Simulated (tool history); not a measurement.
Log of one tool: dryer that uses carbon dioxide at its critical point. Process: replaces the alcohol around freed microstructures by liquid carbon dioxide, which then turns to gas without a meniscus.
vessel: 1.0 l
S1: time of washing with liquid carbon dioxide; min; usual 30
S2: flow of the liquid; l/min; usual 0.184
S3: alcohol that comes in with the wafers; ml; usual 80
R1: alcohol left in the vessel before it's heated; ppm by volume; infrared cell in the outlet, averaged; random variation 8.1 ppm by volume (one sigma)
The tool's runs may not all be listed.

{"run": 1, "hour": 0.0, "S1": 30, "S2": 0.184, "S3": 80, "R1": 494}
{"run": 2, "hour": 71.3, "S1": 30, "S2": 0.184, "S3": 80, "R1": 541}
{"run": 3, "hour": 128.2, "S1": 30, "S2": 0.184, "S3": 38, "R1": 302}
{"run": 4, "hour": 159.9, "S1": 30, "S2": 0.184, "S3": 38, "R1": 312}
{"run": 5, "hour": 212.6, "S1": 30, "S2": 0.14, "S3": 80, "R1": 1955}
{"run": 6, "hour": 260.9, "S1": 30, "S2": 0.14, "S3": 80, "R1": 2032}
{"run": 7, "hour": 330.6, "S1": 30, "S2": 0.14, "S3": 80, "R1": 2165}
{"run": 8, "hour": 391.4, "S1": 30, "S2": 0.14, "S3": 80, "R1": 2379}
{"hour": 435.1, "done": "inlet filter changed"}
{"run": 9, "hour": 459.0, "S1": 30, "S2": 0.184, "S3": 27, "R1": 232}
{"run": 10, "hour": 492.9, "S1": 30, "S2": 0.184, "S3": 27, "R1": 235}
{"run": 11, "hour": 557.3, "S1": 30, "S2": 0.147, "S3": 80, "R1": 1498}
{"hour": 586.2, "done": "purifier's bed changed"}
{"run": 12, "hour": 600.7, "S1": 30, "S2": 0.147, "S3": 80, "R1": 1499}
{"run": 13, "hour": 661.4, "S1": 30, "S2": 0.147, "S3": 80, "R1": 1552}
{"run": 14, "hour": 707.9, "S1": 30, "S2": 0.184, "S3": 80, "R1": 632}
{"run": 15, "hour": 770.3, "S1": 30, "S2": 0.269, "S3": 80, "R1": 82}
{"run": 16, "hour": 823.4, "S1": 30, "S2": 0.184, "S3": 80, "R1": 716}
{"run": 17, "hour": 875.9, "S1": 30, "S2": 0.184, "S3": 80, "R1": 746}
{"hour": 917.6, "done": "inlet filter changed"}
{"run": 18, "hour": 934.8, "S1": 30, "S2": 0.113, "S3": 80, "R1": 3392}
{"run": 19, "hour": 995.7, "S1": 30, "S2": 0.138, "S3": 80, "R1": 1758}
{"run": 20, "hour": 1059.6, "S1": 30, "S2": 0.138, "S3": 80, "R1": 1895}
{"run": 21, "hour": 1123.8, "S1": 30, "S2": 0.278, "S3": 80, "R1": 77}
{"run": 22, "hour": 1186.3, "S1": 30, "S2": 0.278, "S3": 80, "R1": 78}
{"run": 23, "hour": 1256.9, "S1": 30, "S2": 0.184, "S3": 80, "R1": 691}
{"run": 24, "hour": 1296.9, "S1": 30, "S2": 0.149, "S3": 80, "R1": 1830}
{"run": 25, "hour": 1362.5, "S1": 30, "S2": 0.149, "S3": 80, "R1": 1880}
{"hour": 1394.3, "done": "inlet filter changed"}
{"run": 26, "hour": 1396.9, "S1": 31, "S2": 0.151, "S3": 24, "R1": 346}
{"run": 27, "hour": 1466.0, "S1": 31, "S2": 0.151, "S3": 24, "R1": 371}
{"run": 28, "hour": 1537.4, "S1": 31, "S2": 0.151, "S3": 24, "R1": 399}
{"run": 29, "hour": 1602.2, "S1": 19, "S2": 0.209, "S3": 61, "R1": 1784}
{"run": 30, "hour": 1672.0, "S1": 30, "S2": 0.184, "S3": 86, "R1": 727}
{"run": 31, "hour": 1712.8, "S1": 36, "S2": 0.209, "S3": 80, "R1": 182}
{"run": 32, "hour": 1750.3, "S1": 22, "S2": 0.175, "S3": 80, "R1": 2994}
{"run": 33, "hour": 1818.8, "S1": 25, "S2": 0.175, "S3": 80, "R1": 2006}
{"run": 34, "hour": 1860.2, "S1": 25, "S2": 0.175, "S3": 80, "R1": 2150}
{"hour": 1867.9, "done": "inlet filter changed"}
{"run": 35, "hour": 1913.1, "S1": 22, "S2": 0.178, "S3": 34, "R1": 958}
{"run": 36, "hour": 1942.1, "S1": 22, "S2": 0.178, "S3": 34, "R1": 951}
{"run": 37, "hour": 1993.8, "S1": 22, "S2": 0.178, "S3": 34, "R1": 998}
{"run": 38, "hour": 2047.8, "S1": 22, "S2": 0.269, "S3": 80, "R1": 441}
{"run": 39, "hour": 2096.9, "S1": 19, "S2": 0.232, "S3": 102, "R1": 1946}
{"hour": 2109.0, "done": "purifier's bed changed"}
{"run": 40, "hour": 2137.0, "S1": 39, "S2": 0.245, "S3": 36, "R1": 16}
{"run": 41, "hour": 2185.8, "S1": 33, "S2": 0.171, "S3": 31, "R1": 226}
{"run": 42, "hour": 2243.2, "S1": 30, "S2": 0.284, "S3": 23, "R1": 24}
{"run": 43, "hour": 2299.3, "S1": 36, "S2": 0.235, "S3": 80, "R1": 60}
{"hour": 2344.5, "done": "inlet filter changed"}
{"run": 44, "hour": 2344.5, "S1": 46, "S2": 0.282, "S3": 33, "R1": 17}
{"run": 45, "hour": 2381.3, "S1": 46, "S2": 0.282, "S3": 33, "R1": 28}
{"run": 46, "hour": 2426.2, "S1": 46, "S2": 0.282, "S3": 33, "R1": 21}

The same runs without the tool's hidden state, with the same run-to-run variation:
The hidden state here: flow that reaches the vessel past the clogged filter, %; alcohol in the recycled carbon dioxide, ppm; drift of the gauge itself on alcohol_ppm, %.
run=1 R1=429
run=2 R1=431
run=3 R1=203
run=4 R1=201
run=5 R1=1499
run=6 R1=1482
run=7 R1=1482
run=8 R1=1531
run=9 R1=154
run=10 R1=149
run=11 R1=1237
run=12 R1=1251
run=13 R1=1216
run=14 R1=440
run=15 R1=41
run=16 R1=431
run=17 R1=417
run=18 R1=3296
run=19 R1=1594
run=20 R1=1616
run=21 R1=35
run=22 R1=28
run=23 R1=422
run=24 R1=1201
run=25 R1=1150
run=26 R1=291
run=27 R1=290
run=28 R1=292
run=29 R1=1390
run=30 R1=451
run=31 R1=71
run=32 R1=2076
run=33 R1=1226
run=34 R1=1254
run=35 R1=842
run=36 R1=817
run=37 R1=822
run=38 R1=285
run=39 R1=1477
run=40 R1=11
run=41 R1=147
run=42 R1=9
run=43 R1=18
run=44 R1=4
run=45 R1=14
run=46 R1=4
